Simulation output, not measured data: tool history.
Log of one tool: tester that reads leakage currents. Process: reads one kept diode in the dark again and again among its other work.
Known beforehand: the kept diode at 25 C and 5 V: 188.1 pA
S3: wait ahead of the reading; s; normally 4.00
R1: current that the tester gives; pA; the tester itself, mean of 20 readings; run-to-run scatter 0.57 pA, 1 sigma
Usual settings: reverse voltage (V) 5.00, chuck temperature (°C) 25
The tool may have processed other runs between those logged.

run 1 hour=0.0 | reverse_voltage_(V)=5.00 chuck_temperature_(°C)=25 S3=4.00 | R1=197.66
run 2 hour=167.1 | reverse_voltage_(V)=5.00 chuck_temperature_(°C)=25 S3=4.00 | R1=200.26
run 3 hour=311.5 | reverse_voltage_(V)=5.00 chuck_temperature_(°C)=25 S3=4.00 | R1=202.19
run 4 hour=452.9 | reverse_voltage_(V)=5.00 chuck_temperature_(°C)=38 S3=4.00 | R1=639.12
run 5 hour=590.3 | reverse_voltage_(V)=5.00 chuck_temperature_(°C)=38 S3=4.00 | R1=639.58
run 6 hour=678.8 | reverse_voltage_(V)=5.00 chuck_temperature_(°C)=38 S3=4.00 | R1=646.34
-- hour=723.1 tester calibrated
run 7 hour=759.5 | reverse_voltage_(V)=5.00 chuck_temperature_(°C)=38 S3=4.00 | R1=634.89
run 8 hour=912.6 | reverse_voltage_(V)=5.00 chuck_temperature_(°C)=38 S3=4.00 | R1=643.61
run 9 hour=1055.6 | reverse_voltage_(V)=5.00 chuck_temperature_(°C)=38 S3=4.00 | R1=652.26
run 10 hour=1148.7 | reverse_voltage_(V)=5.00 chuck_temperature_(°C)=38 S3=4.00 | R1=652.58
run 11 hour=1216.3 | reverse_voltage_(V)=9.70 chuck_temperature_(°C)=25 S3=4.00 | R1=282.16
run 12 hour=1374.5 | reverse_voltage_(V)=2.59 chuck_temperature_(°C)=25 S3=4.00 | R1=159.53
run 13 hour=1478.7 | reverse_voltage_(V)=5.00 chuck_temperature_(°C)=49 S3=4.00 | R1=1632.36
run 14 hour=1563.0 | reverse_voltage_(V)=5.00 chuck_temperature_(°C)=49 S3=4.00 | R1=1641.19
run 15 hour=1723.9 | reverse_voltage_(V)=5.00 chuck_temperature_(°C)=53 S3=4.00 | R1=2254.36
run 16 hour=1883.4 | reverse_voltage_(V)=7.53 chuck_temperature_(°C)=34 S3=1.61 | R1=581.68
run 17 hour=2036.9 | reverse_voltage_(V)=7.37 chuck_temperature_(°C)=48 S3=2.40 | R1=1837.88
run 18 hour=2183.1 | reverse_voltage_(V)=7.37 chuck_temperature_(°C)=48 S3=2.40 | R1=1849.32
-- hour=2198.1 chuck's temperature calibrated
run 19 hour=2346.8 | reverse_voltage_(V)=5.00 chuck_temperature_(°C)=31 S3=4.00 | R1=411.01
run 20 hour=2457.0 | reverse_voltage_(V)=5.00 chuck_temperature_(°C)=44 S3=0.34 | R1=1219.79
run 21 hour=2585.3 | reverse_voltage_(V)=5.00 chuck_temperature_(°C)=44 S3=0.34 | R1=1230.22
run 22 hour=2717.5 | reverse_voltage_(V)=5.00 chuck_temperature_(°C)=44 S3=0.34 | R1=1237.71
run 23 hour=2793.2 | reverse_voltage_(V)=5.00 chuck_temperature_(°C)=44 S3=0.34 | R1=1244.35
run 24 hour=2883.9 | reverse_voltage_(V)=5.00 chuck_temperature_(°C)=44 S3=0.34 | R1=1250.24
-- hour=2948.0 chuck's temperature calibrated, once more
run 25 hour=2967.5 | reverse_voltage_(V)=4.59 chuck_temperature_(°C)=46 S3=4.00 | R1=1158.65
run 26 hour=3123.6 | reverse_voltage_(V)=3.44 chuck_temperature_(°C)=24 S3=1.09 | R1=156.64
run 27 hour=3227.2 | reverse_voltage_(V)=3.44 chuck_temperature_(°C)=24 S3=1.09 | R1=157.63

Alternative continuations, all from the tool just after run 27; predict every row:
run A hour=3334.1 | reverse_voltage_(V)=5.00 chuck_temperature_(°C)=25 S3=2.21 | R1=?
run B hour=3334.1 | reverse_voltage_(V)=4.09 chuck_temperature_(°C)=23 S3=4.00 | R1=?
run C hour=3334.1 | reverse_voltage_(V)=3.44 chuck_temperature_(°C)=24 S3=1.34 | R1=?
run D hour=3334.1 | reverse_voltage_(V)=5.00 chuck_temperature_(°C)=30 S3=4.00 | R1=?
run E hour=3334.1 | reverse_voltage_(V)=16.31 chuck_temperature_(°C)=28 S3=1.09 | R1=?

run=A R1=204.21
run=B R1=157.23
run=C R1=159.18
run=D R1=320.15
run=E R1=457.18
Had the tool no hidden state, the same runs would have come out as:
run=A R1=187.53
run=B R1=143.93
run=C R1=146.75
run=D R1=298.19
run=E R1=413.09
